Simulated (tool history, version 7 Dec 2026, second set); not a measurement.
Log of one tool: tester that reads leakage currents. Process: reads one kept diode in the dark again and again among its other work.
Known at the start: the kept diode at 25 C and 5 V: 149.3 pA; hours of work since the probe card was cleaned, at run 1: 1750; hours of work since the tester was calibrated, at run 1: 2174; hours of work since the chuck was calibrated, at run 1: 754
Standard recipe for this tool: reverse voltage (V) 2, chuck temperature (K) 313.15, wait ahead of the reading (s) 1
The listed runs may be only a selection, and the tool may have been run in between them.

run    hour  reverse voltage (V)  chuck temperature (K)  wait ahead of the reading (s)  hours of work since the probe card was cleaned  hours of work since the tester was calibrated  hours of work since the chuck was calibrated  current that the tester gives (pA)
  1       0                    2                 313.15                              1                                            1750                                           2174                                           754                              248.29
  2   100.3                    2                 310.15                              1                                            1798                                           2222                                           803                              201.79
  3   229.8                    2                 313.15                           1.39                                            1861                                           2284                                           865                              246.54
  4   380.3                    2                 313.15                           1.39                                            1933                                           2357                                           937                               245.3
  5   510.7                    2                 313.15                           1.39                                            1995                                           2419                                           999                              243.67
      526.4  -- chuck's temperature calibrated
  6   605.5                    2                 313.15                           1.39                                            2040                                           2464                                            38                               264.7
  7   816.5                    2                 313.15                           1.39                                            2141                                           2565                                           139                              261.27
  8   939.4                    2                 313.15                           5.16                                            2200                                           2624                                           198                              260.77
  9  1037.1                    2                 313.15                           8.06                                            2247                                           2671                                           245                              259.24
 10  1250.3                    2                 313.15                           8.06                                            2349                                           2773                                           347                              255.56
 11    1353                    2                 313.15                           1.22                                            2399                                           2822                                           397                              255.15
 12  1475.2                    2                 313.15                           1.22                                            2457                                           2881                                           455                              254.91
 13  1615.7                    2                 313.15                           1.22                                            2525                                           2948                                           523                              254.74
 14    1804                    2                 305.15                           1.22                                            2615                                           3039                                           613                              144.51
     1835.2  -- tester calibrated
 15  2013.7                    2                 305.15                           1.22                                            2715                                             86                                           713                              143.88
 16  2188.3                    2                 305.15                           1.22                                            2798                                            169                                           796                              143.09
 17  2338.7                    2                 305.15                           1.22                                            2871                                            242                                           869                              143.02
 18  2526.2                    2                 305.15                           1.22                                            2960                                            332                                           959                              140.83
     2636.2  -- chuck's temperature calibrated
 19  2715.3                    2                 305.15                           1.22                                            3050                                            421                                            38                              153.14
 20  2807.1                    2                 305.15                           1.22                                            3094                                            465                                            82                              151.83
 21  2990.1                 8.49                 330.15                           3.21                                            3182                                            553                                           170                             1745.28
 22  3155.7                15.03                 294.15                              1                                            3262                                            633                                           249                              215.45
 23  3322.1                 6.02                 299.15                           4.85                                            3341                                            712                                           329                              179.04
     3385.2  -- probe card cleaned and baked
 24    3441                 9.56                 313.15                              1                                              27                                            768                                           385                              612.42
 25  3533.3                 9.56                 313.15                              1                                              71                                            812                                           429                              612.19
 26  3714.4                    2                 296.15                           8.24                                             158                                            899                                           516                               74.23
 27  3808.6                 7.77                 316.15                           3.12                                             203                                            944                                           561                              653.36
 28  3909.1                 3.53                 316.15                           1.27                                             251                                            993                                           609                              423.13
 29  4107.4                    2                 313.15                           0.96                                             347                                           1088                                           704                              247.81
 30  4310.9                 2.24                 330.15                           0.37                                             444                                           1185                                           802                              788.57
 31  4479.8                 2.24                 330.15                           0.37                                             525                                           1267                                           883                              784.88
 32  4624.8                  3.1                 300.15                              1                                             595                                           1336                                           953                              123.11
     4732.5  -- chuck's temperature calibrated
 33  4821.1                  3.1                 300.15                              1                                             688                                           1429                                            42                              132.16
 34    4957                  3.1                 300.15                              1                                             753                                           1495                                           108                              130.54
 35  5079.8                 3.66                 300.15                            0.4                                             812                                           1553                                           167                              144.77
 36  5287.2                13.71                 315.15                           1.51                                             912                                           1653                                           266                                 846
 37  5394.4                 3.14                 299.15                              1                                             963                                           1704                                           318                              120.37
 38    5496                 5.13                 299.15                           2.11                                            1012                                           1753                                           366                              156.29
 39  5645.9                 5.13                 299.15                           7.24                                            1084                                           1825                                           438                              155.77
 40  5860.1                 1.49                 299.15                           1.94                                            1187                                           1928                                           541                               77.14

3 options for the next run, each taken on its own from the tool as it stands now. Forecast them:
  A  6056.3                15.83                 302.15                           2.28                                            1281                                           2022                                           635                                   ?
  B  6056.3                    2                 307.15                              1                                            1281                                           2022                                           635                                   ?
  C  6056.3                 2.07                 294.15                           1.72                                            1281                                           2022                                           635                                   ?

run  current that the tester gives (pA)
  A                              358.69
  B                              161.09
  C                               62.77
Had the tool no hidden state, the same runs would have come out as:
run  current that the tester gives (pA)
  A                              384.37
  B                              173.59
  C                               67.73
